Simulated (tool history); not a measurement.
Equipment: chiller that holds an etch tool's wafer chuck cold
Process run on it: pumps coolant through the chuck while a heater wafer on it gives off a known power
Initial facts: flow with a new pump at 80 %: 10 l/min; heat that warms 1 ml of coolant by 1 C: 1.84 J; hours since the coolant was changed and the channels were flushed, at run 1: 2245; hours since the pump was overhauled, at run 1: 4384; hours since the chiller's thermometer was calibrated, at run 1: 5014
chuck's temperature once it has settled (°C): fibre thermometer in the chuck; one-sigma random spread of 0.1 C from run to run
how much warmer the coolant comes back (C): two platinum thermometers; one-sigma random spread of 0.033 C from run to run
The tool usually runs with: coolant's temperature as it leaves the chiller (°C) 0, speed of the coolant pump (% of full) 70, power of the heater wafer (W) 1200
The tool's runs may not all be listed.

run    hour  coolant's temperature as it leaves the chiller (°C)  speed of the coolant pump (% of full)  power of the heater wafer (W)  hours since the coolant was changed and the channels were flushed  hours since the pump was overhauled  hours since the chiller's thermometer was calibrated  chuck's temperature once it has settled (°C)  how much warmer the coolant comes back (C)
  1     0.0                                                    0                                     70                           1200                                                               2245                                 4384                                                  5014                                          19.5                                        4.77
  2    48.7                                                    0                                     70                            904                                                               2294                                 4432                                                  5063                                          14.9                                        3.52
      107.1  -- chiller's thermometer calibrated
  3   133.6                                                    5                                     70                           1200                                                               2378                                 4516                                                    27                                          24.1                                        4.77
  4   205.3                                                   -1                                     70                           1200                                                               2449                                 4588                                                    98                                          18.1                                        4.81
  5   297.4                                                   -1                                     70                           1200                                                               2541                                 4680                                                   190                                          18.1                                        4.83
      355.8  -- coolant changed, channels flushed
  6   412.5                                                   -1                                     70                           1200                                                                 57                                 4789                                                   299                                          16.3                                        4.80
  7   496.5                                                    0                                     77                           1200                                                                141                                 4873                                                   383                                          16.3                                        4.44
  8   606.3                                                    1                                     93                           1200                                                                250                                 4983                                                   493                                          15.0                                        3.72
  9   718.4                                                   -5                                     64                           1200                                                                363                                 5095                                                   605                                          13.9                                        5.25
 10   802.1                                                   -5                                     64                           1200                                                                446                                 5179                                                   689                                          14.2                                        5.30
 11   852.2                                                    2                                     95                           1056                                                                496                                 5229                                                   739                                          14.5                                        3.16
 12   934.0                                                    2                                     95                           1056                                                                578                                 5311                                                   821                                          14.3                                        3.16
 13  1003.7                                                  -10                                     65                           1540                                                                648                                 5380                                                   891                                          14.4                                        6.74

Pick out some run-to-run changes in chuck's temperature once it has settled (°C). Of each, how much would a tool without hidden state show as well, from the settings, what came in and chance, and how much is left for the hidden state and any gauge scatter not in both results compared?
Unlogged tool condition in this case: heat passed by the chuck's channels, % of clean ones'; flow at a given pump speed, % of a new pump's; coolant's true temperature over the reading, C; drift of the gauge itself on chuck_c, C; drift of the gauge itself on warmer_back_c, C.
Run 2 -> 3: coolant's temperature as it leaves the chiller (°C) 0 -> 5, power of the heater wafer (W) 904 -> 1200, chiller's thermometer calibrated. chuck's temperature once it has settled (°C) +9.2: hidden state -0.1, all else +9.3.
Run 5 -> 6: coolant changed, channels flushed. chuck's temperature once it has settled (°C) -1.8: hidden state -1.6, all else -0.2.
